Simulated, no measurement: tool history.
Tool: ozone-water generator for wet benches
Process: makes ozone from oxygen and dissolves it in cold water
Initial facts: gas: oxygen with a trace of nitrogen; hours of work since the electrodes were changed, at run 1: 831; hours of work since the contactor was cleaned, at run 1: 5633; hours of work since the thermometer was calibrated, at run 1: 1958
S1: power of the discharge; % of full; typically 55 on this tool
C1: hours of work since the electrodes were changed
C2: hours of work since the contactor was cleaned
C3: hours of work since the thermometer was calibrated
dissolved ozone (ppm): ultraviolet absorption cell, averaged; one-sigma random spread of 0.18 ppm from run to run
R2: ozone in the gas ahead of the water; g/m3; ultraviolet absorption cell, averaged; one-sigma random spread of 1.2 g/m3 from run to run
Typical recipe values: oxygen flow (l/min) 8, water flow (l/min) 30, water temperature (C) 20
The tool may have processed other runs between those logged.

run 1 day=0 | S1=55 oxygen_flow_(l/min)=8 water_flow_(l/min)=30 water_temperature_(C)=20 | C1=831 C2=5633 C3=1958 | dissolved_ozone_(ppm)=24.7 R2=207.1
run 2 day=0.875 | S1=55 oxygen_flow_(l/min)=8 water_flow_(l/min)=30 water_temperature_(C)=21 | C1=850 C2=5651 C3=1976 | dissolved_ozone_(ppm)=23.7 R2=210.3
run 3 day=2.908 | S1=55 oxygen_flow_(l/min)=8 water_flow_(l/min)=46 water_temperature_(C)=20 | C1=892 C2=5694 C3=2019 | dissolved_ozone_(ppm)=17.5 R2=210.2
run 4 day=4.996 | S1=55 oxygen_flow_(l/min)=8 water_flow_(l/min)=30 water_temperature_(C)=26 | C1=936 C2=5738 C3=2062 | dissolved_ozone_(ppm)=22.2 R2=209.6
run 5 day=7.004 | S1=55 oxygen_flow_(l/min)=5.9 water_flow_(l/min)=30 water_temperature_(C)=20 | C1=978 C2=5780 C3=2105 | dissolved_ozone_(ppm)=23.4 R2=241.2
run 6 day=7.946 | S1=55 oxygen_flow_(l/min)=5.9 water_flow_(l/min)=30 water_temperature_(C)=20 | C1=998 C2=5800 C3=2124 | dissolved_ozone_(ppm)=23.5 R2=240.4
run 7 day=9.412 | S1=55 oxygen_flow_(l/min)=5.9 water_flow_(l/min)=30 water_temperature_(C)=20 | C1=1029 C2=5831 C3=2155 | dissolved_ozone_(ppm)=23 R2=239.4
run 8 day=11.108 | S1=55 oxygen_flow_(l/min)=5.9 water_flow_(l/min)=30 water_temperature_(C)=20 | C1=1064 C2=5866 C3=2191 | dissolved_ozone_(ppm)=23.4 R2=240.5
run 9 day=12.096 | S1=55 oxygen_flow_(l/min)=8 water_flow_(l/min)=30 water_temperature_(C)=20 | C1=1085 C2=5887 C3=2211 | dissolved_ozone_(ppm)=24.2 R2=210.5
run 10 day=13.112 | S1=55 oxygen_flow_(l/min)=8 water_flow_(l/min)=30 water_temperature_(C)=20 | C1=1106 C2=5908 C3=2233 | dissolved_ozone_(ppm)=24.2 R2=211.5
run 11 day=14.929 | S1=55 oxygen_flow_(l/min)=8 water_flow_(l/min)=30 water_temperature_(C)=20 | C1=1145 C2=5946 C3=2271 | dissolved_ozone_(ppm)=24.1 R2=211.3
run 12 day=16.029 | S1=55 oxygen_flow_(l/min)=8 water_flow_(l/min)=25 water_temperature_(C)=20 | C1=1168 C2=5970 C3=2294 | dissolved_ozone_(ppm)=27.2 R2=212.3
run 13 day=17.967 | S1=55 oxygen_flow_(l/min)=8 water_flow_(l/min)=25 water_temperature_(C)=20 | C1=1208 C2=6010 C3=2335 | dissolved_ozone_(ppm)=27.2 R2=212.6
run 14 day=19.933 | S1=55 oxygen_flow_(l/min)=8 water_flow_(l/min)=40 water_temperature_(C)=20 | C1=1250 C2=6052 C3=2376 | dissolved_ozone_(ppm)=19.7 R2=211
run 15 day=21.521 | S1=55 oxygen_flow_(l/min)=11.15 water_flow_(l/min)=40 water_temperature_(C)=20 | C1=1283 C2=6085 C3=2409 | dissolved_ozone_(ppm)=20.3 R2=184.1
run 16 day=22.417 | S1=55 oxygen_flow_(l/min)=11.15 water_flow_(l/min)=40 water_temperature_(C)=20 | C1=1302 C2=6104 C3=2428 | dissolved_ozone_(ppm)=20.6 R2=185.6
run 17 day=24.054 | S1=55 oxygen_flow_(l/min)=8 water_flow_(l/min)=31 water_temperature_(C)=27 | C1=1336 C2=6138 C3=2463 | dissolved_ozone_(ppm)=21.4 R2=212.2
run 18 day=24.996 | S1=99 oxygen_flow_(l/min)=8 water_flow_(l/min)=44 water_temperature_(C)=27 | C1=1356 C2=6158 C3=2482 | dissolved_ozone_(ppm)=27.8 R2=359.4
run 19 day=26.858 | S1=99 oxygen_flow_(l/min)=8 water_flow_(l/min)=44 water_temperature_(C)=27 | C1=1395 C2=6197 C3=2521 | dissolved_ozone_(ppm)=28.1 R2=358.8
run 20 day=28.375 | S1=61 oxygen_flow_(l/min)=8 water_flow_(l/min)=30 water_temperature_(C)=18 | C1=1427 C2=6229 C3=2553 | dissolved_ozone_(ppm)=27 R2=231.7
run 21 day=30.404 | S1=61 oxygen_flow_(l/min)=4.17 water_flow_(l/min)=30 water_temperature_(C)=18 | C1=1470 C2=6271 C3=2596 | dissolved_ozone_(ppm)=24.2 R2=307.7
run 22 day=31.471 | S1=55 oxygen_flow_(l/min)=8 water_flow_(l/min)=30 water_temperature_(C)=14 | C1=1492 C2=6294 C3=2618 | dissolved_ozone_(ppm)=26.3 R2=209.6
run 23 day=32.379 | S1=45 oxygen_flow_(l/min)=8 water_flow_(l/min)=19 water_temperature_(C)=14 | C1=1511 C2=6313 C3=2637 | dissolved_ozone_(ppm)=29.8 R2=177.8
run 24 day=33.917 | S1=96 oxygen_flow_(l/min)=8 water_flow_(l/min)=20 water_temperature_(C)=14 | C1=1543 C2=6345 C3=2670 | dissolved_ozone_(ppm)=57.4 R2=348.4
-- day=34.567 water thermometer calibrated
run 25 day=35.992 | S1=96 oxygen_flow_(l/min)=8 water_flow_(l/min)=20 water_temperature_(C)=14 | C1=1586 C2=6388 C3=30 | dissolved_ozone_(ppm)=55.9 R2=349.8
run 26 day=37.95 | S1=96 oxygen_flow_(l/min)=8 water_flow_(l/min)=34 water_temperature_(C)=23 | C1=1627 C2=6429 C3=71 | dissolved_ozone_(ppm)=35 R2=349.8
run 27 day=39.175 | S1=96 oxygen_flow_(l/min)=8 water_flow_(l/min)=34 water_temperature_(C)=23 | C1=1653 C2=6455 C3=97 | dissolved_ozone_(ppm)=35.1 R2=349.7
run 28 day=40.512 | S1=94 oxygen_flow_(l/min)=7.48 water_flow_(l/min)=37 water_temperature_(C)=21 | C1=1681 C2=6483 C3=125 | dissolved_ozone_(ppm)=32.6 R2=356.5
run 29 day=42.621 | S1=47 oxygen_flow_(l/min)=8 water_flow_(l/min)=30 water_temperature_(C)=20 | C1=1725 C2=6527 C3=169 | dissolved_ozone_(ppm)=20.7 R2=185.5
run 30 day=44.054 | S1=47 oxygen_flow_(l/min)=8 water_flow_(l/min)=30 water_temperature_(C)=20 | C1=1756 C2=6558 C3=199 | dissolved_ozone_(ppm)=21.2 R2=187.5
run 31 day=45.125 | S1=47 oxygen_flow_(l/min)=8 water_flow_(l/min)=30 water_temperature_(C)=20 | C1=1778 C2=6580 C3=222 | dissolved_ozone_(ppm)=21.1 R2=186.2
-- day=46.142 gauge calibrated
run 32 day=46.796 | S1=69 oxygen_flow_(l/min)=8.65 water_flow_(l/min)=30 water_temperature_(C)=24 | C1=1813 C2=6615 C3=257 | dissolved_ozone_(ppm)=27.8 R2=247.5

4 options for the next run, each taken on its own from the tool as it stands now. Forecast them:
run A day=48.154 | S1=83 oxygen_flow_(l/min)=6.93 water_flow_(l/min)=30 water_temperature_(C)=15 | C1=1842 C2=6644 C3=285 | dissolved_ozone_(ppm)=? R2=?
run B day=48.154 | S1=69 oxygen_flow_(l/min)=8.65 water_flow_(l/min)=30 water_temperature_(C)=18 | C1=1842 C2=6644 C3=285 | dissolved_ozone_(ppm)=? R2=?
run C day=48.154 | S1=47 oxygen_flow_(l/min)=8 water_flow_(l/min)=30 water_temperature_(C)=20 | C1=1842 C2=6644 C3=285 | dissolved_ozone_(ppm)=? R2=?
run D day=48.154 | S1=84 oxygen_flow_(l/min)=8.65 water_flow_(l/min)=20 water_temperature_(C)=24 | C1=1842 C2=6644 C3=285 | dissolved_ozone_(ppm)=? R2=?

run=A dissolved_ozone_(ppm)=36.8 R2=321.3
run=B dissolved_ozone_(ppm)=30.5 R2=249.4
run=C dissolved_ozone_(ppm)=21.4 R2=182.6
run=D dissolved_ozone_(ppm)=42.2 R2=293.2
Without the tool's unlogged condition, the same runs would have read:
run=A dissolved_ozone_(ppm)=36.8 R2=321
run=B dissolved_ozone_(ppm)=30.5 R2=249.2
run=C dissolved_ozone_(ppm)=21.4 R2=182.4
run=D dissolved_ozone_(ppm)=42.2 R2=292.9
